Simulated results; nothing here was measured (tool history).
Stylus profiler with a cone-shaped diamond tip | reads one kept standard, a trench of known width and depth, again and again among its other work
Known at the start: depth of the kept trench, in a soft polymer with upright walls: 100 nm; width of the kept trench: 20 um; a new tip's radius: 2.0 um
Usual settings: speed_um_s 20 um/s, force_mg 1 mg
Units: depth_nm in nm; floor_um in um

| run | hour | speed_um_s | force_mg | depth_nm | floor_um |
|---|---|---|---|---|---|
| 1 | 0 | 20 | 1 | 100.79 | 18.3 |
| 2 | 127.9 | 20 | 1 | 100.83 | 18.23 |
| 3 | 247.7 | 20 | 1 | 100.84 | 18.26 |
| 4 | 353.8 | 20 | 1 | 100.85 | 18.14 |
| 5 | 495.5 | 20 | 1 | 100.85 | 18.2 |
| 6 | 566 | 20 | 1 | 100.94 | 18.18 |
| 7 | 656.7 | 20 | 1 | 100.96 | 18.14 |
|  | 802.8 | new tip fitted, height scale calibrated |
| 8 | 805.3 | 20 | 1 | 100.38 | 18.66 |
| 9 | 932.7 | 20 | 0.5 | 100.26 | 18.6 |
| 10 | 1052.9 | 20 | 0.5 | 100.25 | 18.55 |
| 11 | 1121.1 | 20 | 0.5 | 100.32 | 18.46 |
| 12 | 1269 | 20 | 0.5 | 100.31 | 18.49 |
| 13 | 1347.3 | 20 | 0.5 | 100.31 | 18.49 |
| 14 | 1412.5 | 20 | 0.5 | 100.32 | 18.44 |
| 15 | 1510.1 | 65 | 1.75 | 100.7 | 18.38 |
| 16 | 1659.6 | 65 | 1.75 | 100.8 | 18.3 |
| 17 | 1768.5 | 54 | 2.3 | 100.89 | 18.36 |
| 18 | 1859.9 | 14 | 0.83 | 100.56 | 18.41 |
| 19 | 1938.5 | 8 | 2.89 | 101.07 | 18.38 |
| 20 | 2011.4 | 5 | 0.75 | 100.55 | 18.39 |
| 21 | 2080.4 | 6 | 0.88 | 100.67 | 18.36 |
| 22 | 2155.6 | 11 | 1.35 | 100.78 | 18.36 |
| 23 | 2267.7 | 6 | 1.35 | 100.75 | 18.34 |
| 24 | 2333.7 | 20 | 0.74 | 100.63 | 18.22 |
| 25 | 2448.6 | 20 | 0.74 | 100.7 | 18.21 |
| 26 | 2586.8 | 20 | 0.74 | 100.67 | 18.16 |
| 27 | 2704.8 | 26 | 0.43 | 100.63 | 18.03 |

Measured less the same run without the tool's hidden state. The same run-to-run variation is in both; the gauge's scatter may not be:
The hidden state here: radius of the tip, um; height scale over the true one, %; drift of the gauge itself on depth_nm, %; drift of the gauge itself on floor_um, %.
| run | depth_nm | floor_um |
|---|---|---|
| 1 | +0.38 | -0.37 |
| 2 | +0.41 | -0.41 |
| 3 | +0.43 | -0.43 |
| 4 | +0.46 | -0.46 |
| 5 | +0.49 | -0.49 |
| 6 | +0.51 | -0.5 |
| 7 | +0.53 | -0.52 |
| 8 | -0.06 | -0.02 |
| 9 | -0.03 | -0.06 |
| 10 | +0 | -0.09 |
| 11 | +0.02 | -0.12 |
| 12 | +0.05 | -0.16 |
| 13 | +0.07 | -0.17 |
| 14 | +0.08 | -0.19 |
| 15 | +0.11 | -0.21 |
| 16 | +0.13 | -0.26 |
| 17 | +0.16 | -0.29 |
| 18 | +0.18 | -0.31 |
| 19 | +0.2 | -0.33 |
| 20 | +0.22 | -0.35 |
| 21 | +0.23 | -0.37 |
| 22 | +0.25 | -0.38 |
| 23 | +0.26 | -0.41 |
| 24 | +0.28 | -0.42 |
| 25 | +0.31 | -0.45 |
| 26 | +0.34 | -0.48 |
| 27 | +0.37 | -0.51 |
